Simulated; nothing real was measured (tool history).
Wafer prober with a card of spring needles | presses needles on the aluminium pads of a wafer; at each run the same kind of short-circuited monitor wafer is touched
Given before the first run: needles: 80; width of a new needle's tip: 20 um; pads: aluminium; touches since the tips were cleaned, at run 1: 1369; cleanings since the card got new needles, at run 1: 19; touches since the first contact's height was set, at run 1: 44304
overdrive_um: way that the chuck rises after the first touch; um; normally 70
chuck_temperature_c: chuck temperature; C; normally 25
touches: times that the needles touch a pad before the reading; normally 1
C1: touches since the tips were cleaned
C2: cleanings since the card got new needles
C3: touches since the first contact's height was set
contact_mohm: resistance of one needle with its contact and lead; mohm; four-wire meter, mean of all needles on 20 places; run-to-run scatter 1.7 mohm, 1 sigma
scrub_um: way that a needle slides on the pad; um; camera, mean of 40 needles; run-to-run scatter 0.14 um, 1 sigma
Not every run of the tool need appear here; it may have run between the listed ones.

run 1 hour=0 | overdrive_um=70 chuck_temperature_c=25 touches=1 | C1=1369 C2=19 C3=44304 | contact_mohm=195 scrub_um=15.21
-- hour=2.2 tips cleaned on abrasive film
run 2 hour=6.8 | overdrive_um=70 chuck_temperature_c=25 touches=1 | C1=1902 C2=20 C3=47055 | contact_mohm=200 scrub_um=14.94
-- hour=7.9 tips cleaned on abrasive film
-- hour=13.7 tips cleaned on abrasive film
run 3 hour=17 | overdrive_um=70 chuck_temperature_c=29 touches=1 | C1=1367 C2=22 C3=51133 | contact_mohm=192 scrub_um=15.14
-- hour=19.6 tips cleaned on abrasive film
run 4 hour=23.4 | overdrive_um=70 chuck_temperature_c=29 touches=1 | C1=1547 C2=23 C3=53696 | contact_mohm=197 scrub_um=15.13
-- hour=25.1 tips cleaned on abrasive film
-- hour=30.3 tips cleaned on abrasive film
run 5 hour=30.3 | overdrive_um=70 chuck_temperature_c=25 touches=1 | C1=0 C2=25 C3=56430 | contact_mohm=176 scrub_um=15.04
-- hour=35.5 tips cleaned on abrasive film
run 6 hour=39 | overdrive_um=70 chuck_temperature_c=25 touches=1 | C1=1422 C2=26 C3=59957 | contact_mohm=196 scrub_um=15.16
-- hour=41.2 tips cleaned on abrasive film
-- hour=46.3 tips cleaned on abrasive film
run 7 hour=49.7 | overdrive_um=70 chuck_temperature_c=25 touches=1 | C1=1399 C2=28 C3=64261 | contact_mohm=197 scrub_um=14.93
-- hour=51.9 tips cleaned on abrasive film
-- hour=57.4 tips cleaned on abrasive film
run 8 hour=58.4 | overdrive_um=70 chuck_temperature_c=25 touches=1 | C1=426 C2=30 C3=67731 | contact_mohm=181 scrub_um=14.9
-- hour=62.9 tips cleaned on abrasive film
run 9 hour=63.7 | overdrive_um=70 chuck_temperature_c=53 touches=1 | C1=348 C2=31 C3=69863 | contact_mohm=187 scrub_um=15.1
-- hour=68.5 tips cleaned on abrasive film
run 10 hour=72.8 | overdrive_um=70 chuck_temperature_c=53 touches=1 | C1=1768 C2=32 C3=73541 | contact_mohm=205 scrub_um=15.01
-- hour=74.1 tips cleaned on abrasive film
-- hour=79.5 tips cleaned on abrasive film
run 11 hour=79.5 | overdrive_um=70 chuck_temperature_c=25 touches=1 | C1=0 C2=34 C3=76180 | contact_mohm=178 scrub_um=14.76
-- hour=84.7 tips cleaned on abrasive film
run 12 hour=89.4 | overdrive_um=70 chuck_temperature_c=25 touches=1 | C1=1927 C2=35 C3=80209 | contact_mohm=198 scrub_um=14.87
-- hour=90.3 tips cleaned on abrasive film
run 13 hour=94.5 | overdrive_um=70 chuck_temperature_c=56 touches=1 | C1=1732 C2=36 C3=82241 | contact_mohm=204 scrub_um=14.93
-- hour=96.1 tips cleaned on abrasive film
-- hour=101.8 tips cleaned on abrasive film
run 14 hour=104.5 | overdrive_um=70 chuck_temperature_c=56 touches=1 | C1=1085 C2=38 C3=86224 | contact_mohm=200 scrub_um=14.96
-- hour=107.3 tips cleaned on abrasive film
-- hour=112.6 tips cleaned on abrasive film
run 15 hour=114.8 | overdrive_um=70 chuck_temperature_c=56 touches=1 | C1=885 C2=40 C3=90369 | contact_mohm=199 scrub_um=14.81
-- hour=118.1 tips cleaned on abrasive film
run 16 hour=120.5 | overdrive_um=70 chuck_temperature_c=25 touches=1 | C1=964 C2=41 C3=92640 | contact_mohm=192 scrub_um=14.88
-- hour=123.5 tips cleaned on abrasive film
run 17 hour=126.4 | overdrive_um=70 chuck_temperature_c=29 touches=3 | C1=1200 C2=42 C3=95039 | contact_mohm=180 scrub_um=14.74
-- hour=129.4 tips cleaned on abrasive film
run 18 hour=133.5 | overdrive_um=70 chuck_temperature_c=29 touches=3 | C1=1684 C2=43 C3=97878 | contact_mohm=185 scrub_um=14.86
-- hour=135 tips cleaned on abrasive film
-- hour=140.7 tips cleaned on abrasive film
run 19 hour=142.9 | overdrive_um=78 chuck_temperature_c=57 touches=1 | C1=904 C2=45 C3=101658 | contact_mohm=192 scrub_um=16.14
-- hour=145.8 tips cleaned on abrasive film
-- hour=151.2 tips cleaned on abrasive film
run 20 hour=151.2 | overdrive_um=78 chuck_temperature_c=59 touches=2 | C1=0 C2=47 C3=104946 | contact_mohm=181 scrub_um=16.38
-- hour=156.6 tips cleaned on abrasive film
run 21 hour=156.6 | overdrive_um=82 chuck_temperature_c=25 touches=2 | C1=0 C2=48 C3=107115 | contact_mohm=175 scrub_um=17.23
-- hour=162 tips cleaned on abrasive film
run 22 hour=162.5 | overdrive_um=82 chuck_temperature_c=25 touches=2 | C1=201 C2=49 C3=109500 | contact_mohm=177 scrub_um=17.71
-- hour=163.8 height of the first contact set anew
-- hour=167.5 tips cleaned on abrasive film
run 23 hour=171.2 | overdrive_um=82 chuck_temperature_c=25 touches=2 | C1=1514 C2=50 C3=2979 | contact_mohm=185 scrub_um=17
-- hour=172.9 tips cleaned on abrasive film
-- hour=178.2 tips cleaned on abrasive film
run 24 hour=180.1 | overdrive_um=82 chuck_temperature_c=25 touches=2 | C1=789 C2=52 C3=6559 | contact_mohm=182 scrub_um=17.21
-- hour=183.7 tips cleaned on abrasive film
run 25 hour=185.2 | overdrive_um=82 chuck_temperature_c=122 touches=2 | C1=649 C2=53 C3=8609 | contact_mohm=197 scrub_um=17.19
-- hour=189.6 tips cleaned on abrasive film
run 26 hour=192.8 | overdrive_um=52 chuck_temperature_c=36 touches=1 | C1=1296 C2=54 C3=11654 | contact_mohm=217 scrub_um=10.52
-- hour=195.3 tips cleaned on abrasive film
-- hour=201 tips cleaned on abrasive film
run 27 hour=201.3 | overdrive_um=70 chuck_temperature_c=125 touches=1 | C1=145 C2=56 C3=15063 | contact_mohm=199 scrub_um=14.5
-- hour=206.7 tips cleaned on abrasive film
run 28 hour=210.5 | overdrive_um=87 chuck_temperature_c=38 touches=1 | C1=1537 C2=57 C3=18771 | contact_mohm=192 scrub_um=18.57
-- hour=211.8 tips cleaned on abrasive film
run 29 hour=215.6 | overdrive_um=87 chuck_temperature_c=38 touches=1 | C1=1540 C2=58 C3=20814 | contact_mohm=194 scrub_um=18.21
-- hour=217.3 tips cleaned on abrasive film
-- hour=220.8 height of the first contact set anew, once more
-- hour=223.1 tips cleaned on abrasive film
run 30 hour=223.1 | overdrive_um=70 chuck_temperature_c=34 touches=1 | C1=0 C2=60 C3=897 | contact_mohm=180 scrub_um=15.4
-- hour=228.2 tips cleaned on abrasive film
run 31 hour=232.3 | overdrive_um=70 chuck_temperature_c=42 touches=1 | C1=1665 C2=61 C3=4621 | contact_mohm=199 scrub_um=15.17

Each row is a separate what-if for the run after 31, all from the same tool condition, not one after another. Results?
-- hour=233.3 tips cleaned on abrasive film
-- hour=238.7 tips cleaned on abrasive film
run A hour=239.6 | overdrive_um=62 chuck_temperature_c=42 touches=2 | C1=397 C2=63 C3=7540 | contact_mohm=? scrub_um=?
-- hour=233.3 tips cleaned on abrasive film
-- hour=238.7 tips cleaned on abrasive film
run B hour=239.6 | overdrive_um=70 chuck_temperature_c=37 touches=1 | C1=397 C2=63 C3=7540 | contact_mohm=? scrub_um=?
-- hour=233.3 tips cleaned on abrasive film
-- hour=238.7 tips cleaned on abrasive film
run C hour=239.6 | overdrive_um=70 chuck_temperature_c=34 touches=1 | C1=397 C2=63 C3=7540 | contact_mohm=? scrub_um=?
-- hour=233.3 tips cleaned on abrasive film
-- hour=238.7 tips cleaned on abrasive film
run D hour=239.6 | overdrive_um=80 chuck_temperature_c=106 touches=1 | C1=397 C2=63 C3=7540 | contact_mohm=? scrub_um=?

run=A contact_mohm=185 scrub_um=13.6
run=B contact_mohm=184 scrub_um=15.38
run=C contact_mohm=185 scrub_um=15.22
run=D contact_mohm=193 scrub_um=17.65
Take away the tool's hidden state, keep each run's random variation, and the runs would have read:
run=A contact_mohm=179 scrub_um=13.66
run=B contact_mohm=176 scrub_um=15.44
run=C contact_mohm=177 scrub_um=15.27
run=D contact_mohm=188 scrub_um=17.71
